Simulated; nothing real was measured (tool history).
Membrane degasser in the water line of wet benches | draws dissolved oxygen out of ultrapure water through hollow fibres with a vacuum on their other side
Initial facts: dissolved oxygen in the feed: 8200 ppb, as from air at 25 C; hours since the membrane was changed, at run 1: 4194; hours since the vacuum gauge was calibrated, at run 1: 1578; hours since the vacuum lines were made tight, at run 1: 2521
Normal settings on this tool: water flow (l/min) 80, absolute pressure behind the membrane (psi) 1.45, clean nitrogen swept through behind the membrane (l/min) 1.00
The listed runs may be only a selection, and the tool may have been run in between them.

| run | day | water flow (l/min) | absolute pressure behind the membrane (psi) | clean nitrogen swept through behind the membrane (l/min) | hours since the membrane was changed | hours since the vacuum gauge was calibrated | hours since the vacuum lines were made tight | dissolved oxygen in the water behind the degasser (ppb) | pressure that the water loses in the fibres (psi) |
|---|---|---|---|---|---|---|---|---|---|
| 1 | 0.000 | 80 | 1.45 | 1.00 | 4194 | 1578 | 2521 | 880.3 | 5.249 |
| 2 | 6.125 | 80 | 1.45 | 1.00 | 4341 | 1725 | 2668 | 877.6 | 5.247 |
| 3 | 10.938 | 80 | 1.45 | 1.00 | 4456 | 1841 | 2783 | 883.6 | 5.275 |
| 4 | 16.275 | 80 | 1.45 | 1.00 | 4584 | 1969 | 2911 | 898.9 | 5.249 |
| 5 | 20.921 | 80 | 1.45 | 0.83 | 4696 | 2080 | 3023 | 985.6 | 5.224 |
| 6 | 24.933 | 80 | 1.45 | 0.83 | 4792 | 2176 | 3119 | 996.2 | 5.255 |
| 7 | 30.492 | 80 | 1.45 | 1.00 | 4925 | 2310 | 3253 | 875.8 | 5.284 |
| 8 | 34.217 | 80 | 1.45 | 1.00 | 5015 | 2399 | 3342 | 882.0 | 5.275 |
| 9 | 38.150 | 80 | 1.45 | 1.00 | 5109 | 2494 | 3436 | 879.2 | 5.242 |
| 10 | 44.583 | 80 | 1.45 | 1.00 | 5264 | 2648 | 3591 | 884.3 | 5.319 |
| 11 | 51.254 | 80 | 1.45 | 1.00 | 5424 | 2808 | 3751 | 876.8 | 5.239 |
| 12 | 56.408 | 80 | 1.45 | 1.00 | 5547 | 2932 | 3875 | 883.8 | 5.329 |
| 13 | 61.671 | 84 | 2.18 | 0.69 | 5674 | 3058 | 4001 | 1783.3 | 5.559 |
| 14 | 68.196 | 67 | 2.18 | 0.69 | 5830 | 3215 | 4158 | 1577.5 | 4.376 |
| 15 | 73.946 | 67 | 2.18 | 0.69 | 5968 | 3353 | 4295 | 1570.1 | 4.415 |
| 16 | 77.350 | 67 | 0.91 | 2.39 | 6050 | 3435 | 4377 | 211.2 | 4.440 |
| 17 | 82.412 | 60 | 1.45 | 0.44 | 6171 | 3556 | 4499 | 1187.2 | 3.968 |
| 18 | 88.425 | 80 | 1.45 | 1.60 | 6316 | 3700 | 4643 | 651.6 | 5.319 |
| 19 | 93.554 | 92 | 1.84 | 2.29 | 6439 | 3823 | 4766 | 757.8 | 6.068 |

Consider 4 possible next runs. They are alternatives, not a sequence: every one starts from the tool as it was left by run 19. What does each give?
| A | 96.421 | 128 | 1.89 | 0.42 | 6508 | 3892 | 4835 | ? | ? |
| B | 96.421 | 89 | 1.81 | 0.65 | 6508 | 3892 | 4835 | ? | ? |
| C | 96.421 | 77 | 1.45 | 2.93 | 6508 | 3892 | 4835 | ? | ? |
| D | 96.421 | 80 | 1.64 | 0.66 | 6508 | 3892 | 4835 | ? | ? |

| run | dissolved oxygen in the water behind the degasser (ppb) | pressure that the water loses in the fibres (psi) |
|---|---|---|
| A | 2370.2 | 8.430 |
| B | 1578.8 | 5.889 |
| C | 402.4 | 5.088 |
| D | 1320.0 | 5.313 |
The same runs, with their run-to-run variation unchanged, on a tool lacking any hidden condition would have given:
| run | dissolved oxygen in the water behind the degasser (ppb) | pressure that the water loses in the fibres (psi) |
|---|---|---|
| A | 2329.7 | 8.227 |
| B | 1547.6 | 5.748 |
| C | 386.4 | 4.966 |
| D | 1289.2 | 5.185 |
